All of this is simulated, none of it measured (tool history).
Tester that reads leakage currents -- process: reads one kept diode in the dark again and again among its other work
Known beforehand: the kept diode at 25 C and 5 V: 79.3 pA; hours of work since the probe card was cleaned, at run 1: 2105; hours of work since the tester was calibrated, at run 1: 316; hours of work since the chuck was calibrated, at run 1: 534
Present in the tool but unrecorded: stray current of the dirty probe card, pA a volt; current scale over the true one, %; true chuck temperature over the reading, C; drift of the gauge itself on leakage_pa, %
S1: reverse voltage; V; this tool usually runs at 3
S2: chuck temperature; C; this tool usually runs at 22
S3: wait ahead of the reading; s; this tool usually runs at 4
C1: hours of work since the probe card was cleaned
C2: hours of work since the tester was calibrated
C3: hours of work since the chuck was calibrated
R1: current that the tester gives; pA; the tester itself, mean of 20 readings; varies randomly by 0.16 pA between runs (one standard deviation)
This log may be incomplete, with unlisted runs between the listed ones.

{"run": 1, "hour": 0.0, "S1": 3, "S2": 22, "S3": 4, "C1": 2105, "C2": 316, "C3": 534, "R1": 51.12}
{"run": 2, "hour": 17.2, "S1": 3, "S2": 22, "S3": 4, "C1": 2116, "C2": 328, "C3": 545, "R1": 51.59}
{"run": 3, "hour": 52.3, "S1": 3, "S2": 22, "S3": 4, "C1": 2139, "C2": 351, "C3": 568, "R1": 51.53}
{"run": 4, "hour": 90.5, "S1": 16.74, "S2": 22, "S3": 4, "C1": 2164, "C2": 376, "C3": 594, "R1": 112.75}
{"run": 5, "hour": 119.8, "S1": 3, "S2": 22, "S3": 4, "C1": 2184, "C2": 395, "C3": 613, "R1": 51.17}
{"hour": 125.7, "done": "probe card cleaned and baked"}
{"run": 6, "hour": 143.3, "S1": 3, "S2": 22, "S3": 4, "C1": 12, "C2": 409, "C3": 626, "R1": 53.02}
{"run": 7, "hour": 181.0, "S1": 3, "S2": 22, "S3": 4, "C1": 36, "C2": 434, "C3": 651, "R1": 53.19}
{"run": 8, "hour": 213.6, "S1": 3, "S2": 22, "S3": 4, "C1": 58, "C2": 455, "C3": 673, "R1": 52.8}
{"run": 9, "hour": 234.0, "S1": 3, "S2": 22, "S3": 4, "C1": 71, "C2": 469, "C3": 686, "R1": 52.9}
{"run": 10, "hour": 261.6, "S1": 1.09, "S2": 53, "S3": 0.49, "C1": 90, "C2": 487, "C3": 704, "R1": 378.22}
{"run": 11, "hour": 294.5, "S1": 3.68, "S2": 27, "S3": 2.71, "C1": 111, "C2": 509, "C3": 726, "R1": 85.09}
{"run": 12, "hour": 319.4, "S1": 3, "S2": 53, "S3": 0.65, "C1": 128, "C2": 525, "C3": 742, "R1": 542.13}
{"run": 13, "hour": 345.2, "S1": 1.74, "S2": 21, "S3": 4.96, "C1": 145, "C2": 542, "C3": 759, "R1": 38.35}
{"hour": 363.3, "done": "probe card cleaned and baked, once more"}
{"run": 14, "hour": 375.1, "S1": 1.74, "S2": 21, "S3": 4.96, "C1": 8, "C2": 560, "C3": 777, "R1": 34.49}
{"run": 15, "hour": 400.1, "S1": 1.74, "S2": 21, "S3": 4.96, "C1": 24, "C2": 576, "C3": 794, "R1": 34.36}
{"run": 16, "hour": 438.6, "S1": 1.33, "S2": 41, "S3": 0.36, "C1": 50, "C2": 602, "C3": 819, "R1": 162.69}

Below are 4 alternative next runs, each starting from the tool's condition after run 16. Predict each:
{"run": "A", "hour": 465.1, "S1": 1.33, "S2": 23, "S3": 0.36, "C1": 67, "C2": 619, "C3": 837, "R1": "?"}
{"run": "B", "hour": 465.1, "S1": 8.28, "S2": 22, "S3": 4, "C1": 67, "C2": 619, "C3": 837, "R1": "?"}
{"run": "C", "hour": 465.1, "S1": 1.33, "S2": 41, "S3": 0.36, "C1": 67, "C2": 619, "C3": 837, "R1": "?"}
{"run": "D", "hour": 465.1, "S1": 2.05, "S2": 41, "S3": 1.3, "C1": 67, "C2": 619, "C3": 837, "R1": "?"}

run=A R1=37.67
run=B R1=65.91
run=C R1=162.93
run=D R1=189.23
Without the tool's unlogged condition, the same runs would have read:
run=A R1=42.43
run=B R1=74.03
run=C R1=181.62
run=D R1=211
